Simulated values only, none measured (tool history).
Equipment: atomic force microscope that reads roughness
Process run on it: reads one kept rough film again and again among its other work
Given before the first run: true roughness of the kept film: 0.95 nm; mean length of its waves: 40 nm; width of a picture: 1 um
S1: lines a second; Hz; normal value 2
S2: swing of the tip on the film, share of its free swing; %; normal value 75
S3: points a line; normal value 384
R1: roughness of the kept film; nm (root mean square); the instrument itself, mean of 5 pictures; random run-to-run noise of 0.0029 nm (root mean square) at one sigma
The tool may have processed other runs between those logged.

run   hour    S1  S2   S3     R1
  1      0     2  75  384  0.803
  2   18.4     2  75  277  0.796
  3     33     2  75  277  0.798
  4   48.5     2  75  277  0.801
  5   62.8     2  75  384  0.795
  6   85.1     2  75  384  0.796
  7   99.3     2  75  384    0.8
  8  116.7     2  88  384  0.713
  9  132.5     2  88  384  0.712
 10  150.5     2  88  384  0.711
 11  162.1     2  88  384  0.706
 12  183.2     2  75  532  0.803
 13  198.1     2  75  532  0.801
 14  213.3     2  75  532  0.795
 15  222.8     2  75  384    0.8
 16  231.8     2  75  384  0.797
 17  252.8     2  75  384  0.801
 18  270.3     2  75  384  0.799
 19  281.4     2  75  384  0.803
 20  300.9     2  75  384  0.805
 21  320.3     2  75  384  0.794
 22  336.9     2  75  384  0.796
 23  354.1     2  75  579  0.796
 24  373.6  0.57  69  296  0.894
 25  383.8  0.96  61  375   0.89
 26  398.4  0.96  61  375  0.893
 27  412.7  0.96  61  375  0.901
 28  428.1  0.96  61  375  0.896
 29  441.5     2  90  610  0.699
 30  459.6  2.69  90  610  0.643
 31  482.2  2.69  90  610   0.64
 32  498.8  1.17  71  384  0.857
 33    518  0.72  66  384  0.897
 34    530  0.54  75  259  0.882
 35  552.4  0.54  75  259  0.876
 36    562  0.91  85  392  0.824
 37  571.5     2  64  384  0.855
 38  582.3     2  64  416  0.856
 39  595.2     2  64  416  0.855
 40  606.6  3.26  66  526  0.807
 41  617.9  3.95  66  594   0.78
 42  637.8     2  75  452  0.799
 43  659.3  3.01  60  828  0.845
 44  668.7  1.78  70  397  0.836

Missing from the log above: 8 entries noted between runs. For each, name the pair of listed runs it sits between and say how the tool's hidden condition differs from the listed run just before to the listed run just after:
After run 3, before run 4: new tip fitted (hour 46.7)
  radius of the tip, nm: 10.5 -> 10
After run 8, before run 9: new tip fitted (hour 131.8)
  radius of the tip, nm: 10.5 -> 10
After run 14, before run 15: new tip fitted (hour 215.9)
  radius of the tip, nm: 10.5 -> 10.1
After run 19, before run 20: new tip fitted (hour 299.7)
  radius of the tip, nm: 10.4 -> 10
After run 24, before run 25: new tip fitted (hour 383.8)
  radius of the tip, nm: 10.5 -> 10
After run 30, before run 31: new tip fitted (hour 469)
  radius of the tip, nm: 10.5 -> 10.1
After run 34, before run 35: new tip fitted (hour 552.4)
  radius of the tip, nm: 10.4 -> 10
After run 41, before run 42: new tip fitted (hour 636.9)
  radius of the tip, nm: 10.4 -> 10

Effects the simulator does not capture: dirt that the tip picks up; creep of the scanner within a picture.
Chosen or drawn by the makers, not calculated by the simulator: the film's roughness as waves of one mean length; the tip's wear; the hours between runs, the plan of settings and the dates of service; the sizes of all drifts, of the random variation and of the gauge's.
